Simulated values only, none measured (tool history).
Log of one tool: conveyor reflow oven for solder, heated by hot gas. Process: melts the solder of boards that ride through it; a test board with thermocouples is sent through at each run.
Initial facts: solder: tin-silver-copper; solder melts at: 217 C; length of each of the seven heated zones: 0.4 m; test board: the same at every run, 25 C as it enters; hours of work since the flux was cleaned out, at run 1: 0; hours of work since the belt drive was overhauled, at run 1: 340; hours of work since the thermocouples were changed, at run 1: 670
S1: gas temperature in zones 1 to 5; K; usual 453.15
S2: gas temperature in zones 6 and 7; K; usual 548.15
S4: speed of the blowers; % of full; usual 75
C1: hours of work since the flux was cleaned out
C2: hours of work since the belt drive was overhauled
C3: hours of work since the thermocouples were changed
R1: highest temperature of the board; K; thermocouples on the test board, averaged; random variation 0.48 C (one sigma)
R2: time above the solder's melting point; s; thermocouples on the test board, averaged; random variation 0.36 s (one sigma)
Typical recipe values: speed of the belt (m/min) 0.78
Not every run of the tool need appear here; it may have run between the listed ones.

run 1 hour=0 | S1=453.15 S2=548.15 speed_of_the_belt_(m/min)=0.78 S4=75 | C1=0 C2=340 C3=670 | R1=534.75 R2=53.2
run 2 hour=19.7 | S1=453.15 S2=548.15 speed_of_the_belt_(m/min)=0.684 S4=75 | C1=14 C2=353 C3=683 | R1=537.65 R2=62.8
run 3 hour=41.1 | S1=453.15 S2=548.15 speed_of_the_belt_(m/min)=0.684 S4=75 | C1=29 C2=368 C3=698 | R1=537.05 R2=62.2
run 4 hour=61.7 | S1=453.15 S2=548.15 speed_of_the_belt_(m/min)=0.684 S4=75 | C1=43 C2=383 C3=713 | R1=537.65 R2=62.5
run 5 hour=72.1 | S1=453.15 S2=548.15 speed_of_the_belt_(m/min)=0.78 S4=75 | C1=50 C2=390 C3=720 | R1=534.35 R2=53
run 6 hour=92.1 | S1=453.15 S2=548.15 speed_of_the_belt_(m/min)=0.78 S4=75 | C1=64 C2=404 C3=734 | R1=534.75 R2=52.8
run 7 hour=109.5 | S1=453.15 S2=548.15 speed_of_the_belt_(m/min)=0.78 S4=75 | C1=77 C2=416 C3=746 | R1=534.15 R2=52.9
run 8 hour=123.6 | S1=453.15 S2=548.15 speed_of_the_belt_(m/min)=0.769 S4=75 | C1=86 C2=426 C3=756 | R1=533.75 R2=54.5
-- hour=129.7 flux residue cleaned out of gas plates and filters
run 9 hour=138.5 | S1=453.15 S2=548.15 speed_of_the_belt_(m/min)=0.769 S4=75 | C1=6 C2=433 C3=763 | R1=533.55 R2=54.3
run 10 hour=149.3 | S1=453.15 S2=543.15 speed_of_the_belt_(m/min)=0.925 S4=75 | C1=14 C2=440 C3=770 | R1=523.75 R2=39.3
run 11 hour=159.5 | S1=453.15 S2=543.15 speed_of_the_belt_(m/min)=0.633 S4=75 | C1=21 C2=448 C3=778 | R1=533.55 R2=65.9
-- hour=173 flux residue cleaned out of gas plates and filters, once more
run 12 hour=186.2 | S1=453.15 S2=543.15 speed_of_the_belt_(m/min)=0.633 S4=75 | C1=9 C2=463 C3=793 | R1=533.55 R2=66.3
run 13 hour=205.4 | S1=453.15 S2=540.15 speed_of_the_belt_(m/min)=0.633 S4=75 | C1=23 C2=476 C3=806 | R1=530.85 R2=65.2
run 14 hour=225.3 | S1=453.15 S2=540.15 speed_of_the_belt_(m/min)=0.633 S4=75 | C1=37 C2=490 C3=820 | R1=530.25 R2=65.8
run 15 hour=243.6 | S1=453.15 S2=548.15 speed_of_the_belt_(m/min)=0.636 S4=75 | C1=49 C2=503 C3=833 | R1=537.05 R2=68.9
run 16 hour=255.1 | S1=453.15 S2=548.15 speed_of_the_belt_(m/min)=0.636 S4=75 | C1=57 C2=511 C3=841 | R1=537.95 R2=67.7
run 17 hour=264.1 | S1=453.15 S2=548.15 speed_of_the_belt_(m/min)=0.636 S4=75 | C1=64 C2=517 C3=847 | R1=537.65 R2=68.5
run 18 hour=278 | S1=457.15 S2=548.15 speed_of_the_belt_(m/min)=0.636 S4=75 | C1=73 C2=527 C3=857 | R1=538.95 R2=69.2

Some steps in R1 between neighbouring runs. How much of each would the tool show without its hidden state too (settings, what came in, random variation), and how much is left for the hidden state, with any gauge scatter that isn't in both results?
The tool's hidden condition here consists of: heat that the gas passes to the board, % of a clean oven's; belt's true speed, % of the reading; true gas temperature in zones 6 and 7 over the reading, C; drift of the gauge itself on peak_c, C; drift of the gauge itself on liquid_s, %.
Run 9 -> 10: S2 548.15 -> 543.15, speed of the belt (m/min) 0.769 -> 0.925. R1 -9.8 K: hidden state +0, all else -9.8.
Run 11 -> 12: flux residue cleaned out of gas plates and filters, once more. R1 +0 K: hidden state +0.5, all else -0.5.
